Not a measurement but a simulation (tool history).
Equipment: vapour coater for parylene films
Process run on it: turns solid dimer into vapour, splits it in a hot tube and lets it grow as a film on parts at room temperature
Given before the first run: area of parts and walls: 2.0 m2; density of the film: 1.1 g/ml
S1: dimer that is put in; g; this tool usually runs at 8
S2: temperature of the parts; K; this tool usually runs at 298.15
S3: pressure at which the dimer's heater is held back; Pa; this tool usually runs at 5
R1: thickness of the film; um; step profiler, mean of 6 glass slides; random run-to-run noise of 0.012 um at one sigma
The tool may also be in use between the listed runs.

| run | hour | S1 | S2 | S3 | R1 |
|---|---|---|---|---|---|
| 1 | 0 | 8 | 298.15 | 5 | 2.48 |
| 2 | 18 | 8 | 298.15 | 5 | 2.46 |
| 3 | 40.4 | 8 | 298.15 | 5 | 2.46 |
| 4 | 57.5 | 8 | 298.15 | 5 | 2.45 |
| 5 | 76.8 | 8 | 298.15 | 5 | 2.46 |
| 6 | 97 | 8 | 298.15 | 5 | 2.43 |
| 7 | 115.4 | 8 | 298.15 | 5 | 2.46 |
| 8 | 136.8 | 10 | 298.15 | 5 | 3.03 |
| 9 | 157.8 | 10 | 298.15 | 5 | 3.02 |
| 10 | 172.2 | 10 | 298.15 | 5 | 3.03 |
| 11 | 191.2 | 8 | 298.15 | 5 | 2.42 |
| 12 | 211 | 8 | 298.15 | 5 | 2.41 |
| 13 | 228.7 | 8 | 298.15 | 5 | 2.41 |
| 14 | 246.3 | 8 | 298.15 | 5 | 2.39 |
| 15 | 257.5 | 8 | 298.15 | 5 | 2.41 |
| 16 | 280.3 | 7 | 298.15 | 5 | 2.11 |
| 17 | 297.1 | 7 | 298.15 | 5 | 2.1 |
| 18 | 306.7 | 7 | 298.15 | 5 | 2.1 |
|  | 311.9 | gauge calibrated |
|  | 318 | trap's valve overhauled |
| 19 | 325.9 | 8 | 298.15 | 2.39 | 2.81 |
| 20 | 338.9 | 8 | 291.15 | 11.16 | 2.92 |
| 21 | 354.6 | 8 | 291.15 | 2.28 | 3.54 |
| 22 | 365.1 | 8 | 302.15 | 3.13 | 2.24 |
| 23 | 384.8 | 12 | 292.15 | 5 | 4.82 |
| 24 | 407.2 | 7 | 299.15 | 5 | 2.05 |
| 25 | 419.6 | 7 | 299.15 | 5 | 2.04 |
| 26 | 431.2 | 8 | 303.15 | 7.62 | 1.82 |
| 27 | 442.2 | 7 | 310.15 | 4.68 | 1.28 |
| 28 | 459 | 8 | 298.15 | 8.49 | 2.22 |
| 29 | 476.6 | 8 | 298.15 | 8.49 | 2.2 |
| 30 | 490.5 | 8 | 308.15 | 5 | 1.56 |
| 31 | 513.9 | 8 | 308.15 | 7.84 | 1.44 |
| 32 | 525.5 | 11 | 305.15 | 11.15 | 2.13 |
| 33 | 537.5 | 11 | 305.15 | 11.15 | 2.14 |
|  | 544.9 | gauge calibrated |
| 34 | 560.2 | 6 | 305.15 | 10.13 | 1.19 |
| 35 | 579.3 | 6 | 305.15 | 10.13 | 1.2 |

Alternative continuations, all from the tool just after run 35; predict every row:
|  | 581.2 | table's thermometer calibrated |
| A | 602.6 | 8 | 309.15 | 4.9 | ? |
|  | 581.2 | table's thermometer calibrated |
| B | 602.6 | 6 | 303.15 | 10.13 | ? |
|  | 581.2 | table's thermometer calibrated |
| C | 602.6 | 11 | 295.15 | 2.95 | ? |

| run | R1 |
|---|---|
| A | 1.51 |
| B | 1.31 |
| C | 4.24 |
What these runs would have given with no unlogged condition in the tool:
| run | R1 |
|---|---|
| A | 1.52 |
| B | 1.31 |
| C | 4.27 |

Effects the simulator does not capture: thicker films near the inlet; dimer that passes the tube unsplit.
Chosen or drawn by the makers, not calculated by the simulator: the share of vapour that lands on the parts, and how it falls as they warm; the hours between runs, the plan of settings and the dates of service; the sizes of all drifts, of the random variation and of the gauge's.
